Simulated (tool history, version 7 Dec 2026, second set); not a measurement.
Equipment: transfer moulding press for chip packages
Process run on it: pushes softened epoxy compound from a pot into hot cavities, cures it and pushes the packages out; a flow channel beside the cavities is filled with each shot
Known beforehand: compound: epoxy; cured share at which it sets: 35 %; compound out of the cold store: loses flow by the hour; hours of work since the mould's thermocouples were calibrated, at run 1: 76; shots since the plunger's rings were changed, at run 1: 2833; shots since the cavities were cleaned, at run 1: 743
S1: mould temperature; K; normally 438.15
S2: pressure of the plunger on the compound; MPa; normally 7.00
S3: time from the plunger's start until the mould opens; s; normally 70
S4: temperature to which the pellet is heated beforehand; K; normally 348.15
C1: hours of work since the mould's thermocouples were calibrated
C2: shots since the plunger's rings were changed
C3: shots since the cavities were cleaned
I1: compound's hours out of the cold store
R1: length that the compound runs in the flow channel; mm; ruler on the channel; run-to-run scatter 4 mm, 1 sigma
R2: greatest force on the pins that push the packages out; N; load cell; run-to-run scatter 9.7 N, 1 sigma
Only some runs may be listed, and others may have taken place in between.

run    day      S1    S2   S3      S4   C1    C2   C3    I1   R1   R2
  1  0.000  438.15  7.00   70  348.15   76  2833  743  38.1  785  448
  2  0.304  438.15  7.00   70  348.15   80  2923  833  23.1  831  442
  3  0.758  438.15  7.00   70  348.15   85  3057  967  45.0  752  434
     0.983  -- cavities cleaned with cleaning compound and waxed
  4  1.154  438.15  7.00   70  348.15   90  3156   51  44.1  762  419
  5  1.704  438.15  7.00   70  348.15   97  3318  213  18.4  842  469
  6  2.158  438.15  5.94   70  348.15  102  3452  347  11.1  803  480
  7  2.400  438.15  5.94   70  348.15  105  3523  418  16.5  792  442
  8  2.833  438.15  7.00   70  348.15  111  3650  545  31.0  797  451
  9  3.225  438.15  8.61   70  348.15  116  3767  662  13.5  956  448
 10  3.779  438.15  8.61   70  348.15  123  3930  825  17.5  936  474
 11  4.233  438.15  8.61  100  348.15  129  4064  959  27.5  898  359
     4.467  -- cavities cleaned with cleaning compound and waxed
 12  4.633  438.15  8.61  100  348.15  133  4164   49  39.4  860  338
 13  5.112  442.15  7.00   70  355.15  139  4305  190  34.9  776  367
 14  5.471  440.15  7.00   90  355.15  143  4411  296  26.0  810  346
 15  5.975  440.15  7.00   90  355.15  150  4559  444  29.9  800  344
 16  6.362  438.15  5.63   93  348.15  155  4674  559  47.9  668  354
 17  6.854  436.15  5.63   93  341.15  161  4819  704  24.8  743  373
 18  7.175  438.15  5.71   56  343.15  165  4914  799  41.0  689  743
 19  7.542  438.15  5.71   56  343.15  170  5022  907  19.3  760  800
     7.758  -- plunger's sealing rings changed
 20  7.958  443.15  5.91   56  343.15  174    59  999  17.4  770  515
     8.062  -- cavities cleaned with cleaning compound and waxed
 21  8.267  438.15  8.59   70  348.15  177   132   61  13.0  958  464
 22  8.542  438.15  8.59   70  348.15  180   213  142   8.3  979  463
 23  8.896  438.15  5.68   70  354.15  185   317  246  37.9  701  444
 24  9.346  438.15  5.68   70  354.15  190   450  379  21.6  749  447

Describe how what the log doesn't record of the tool's condition differs between the last listed run preceding each entry between runs and the first listed run following it.
Between runs 3 and 4: cavities cleaned with cleaning compound and waxed (day 0.983)
  grip of the stained cavities, % over clean ones': 0.9 -> 0.1
Between runs 11 and 12: cavities cleaned with cleaning compound and waxed (day 4.467)
  pressure that reaches the compound, % of what is set: 99.86 -> 99.85; grip of the stained cavities, % over clean ones': 0.9 -> 0.1
Between runs 19 and 20: plunger's sealing rings changed (day 7.758)
  pressure that reaches the compound, % of what is set: 99.82 -> 99.99
Between runs 20 and 21: cavities cleaned with cleaning compound and waxed (day 8.062)
  grip of the stained cavities, % over clean ones': 0.9 -> 0.1
